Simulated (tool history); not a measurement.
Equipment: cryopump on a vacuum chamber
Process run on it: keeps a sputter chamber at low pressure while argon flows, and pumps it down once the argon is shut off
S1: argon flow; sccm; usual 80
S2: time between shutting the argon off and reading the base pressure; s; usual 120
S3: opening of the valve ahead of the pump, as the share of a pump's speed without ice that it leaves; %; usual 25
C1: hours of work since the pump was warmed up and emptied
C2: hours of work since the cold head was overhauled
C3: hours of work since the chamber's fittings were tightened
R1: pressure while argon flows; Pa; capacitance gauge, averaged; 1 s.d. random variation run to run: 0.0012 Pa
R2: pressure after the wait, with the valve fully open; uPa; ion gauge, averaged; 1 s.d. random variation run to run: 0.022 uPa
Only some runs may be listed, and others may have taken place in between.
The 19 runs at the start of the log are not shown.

run,hour,S1,S2,S3,C1,C2,C3,R1,R2
20,608.8,80,182,60,121,635,1307,0.1188,1.05
21,650.8,80,57,18,156,670,1342,0.3849,1.67
22,688.8,119,49,25,187,701,1374,0.4172,1.75
23,724.3,119,49,25,217,731,1404,0.417,1.83
24,752.1,80,68,20,240,754,1427,0.3514,1.55
25,791.4,39,28,54,273,787,1459,0.0678,2.64
26,816.6,95,228,59,293,808,1480,0.1521,1.16
27,846.6,95,228,59,318,833,1505,0.1539,1.19
28,877.2,41,241,26,344,858,1531,0.1437,1.2
29,906.1,41,241,19,368,882,1555,0.1916,1.22
30,946.1,73,241,22,401,915,1588,0.3011,1.29
31,967.9,73,241,22,419,933,1606,0.3017,1.28
32,989.1,78,20,31,437,951,1624,0.2358,3.44
33,1016.6,94,50,25,460,974,1647,0.3458,2.05
34,1044.9,80,120,26,483,997,1670,0.286,1.57

Here are 4 independent what-if runs from the current tool condition. What would each one return?
A,1068.9,80,31,19,503,1017,1690,?,?
B,1068.9,80,193,25,503,1017,1690,?,?
C,1068.9,53,96,30,503,1017,1690,?,?
D,1068.9,80,126,18,503,1017,1690,?,?

run,R1,R2
A,0.3854,2.78
B,0.299,1.46
C,0.1667,1.74
D,0.4028,1.62
Take away the tool's hidden state, keep each run's random variation, and the runs would have read:
run,R1,R2
A,0.359,1.71
B,0.2725,0.37
C,0.1492,0.67
D,0.3765,0.55
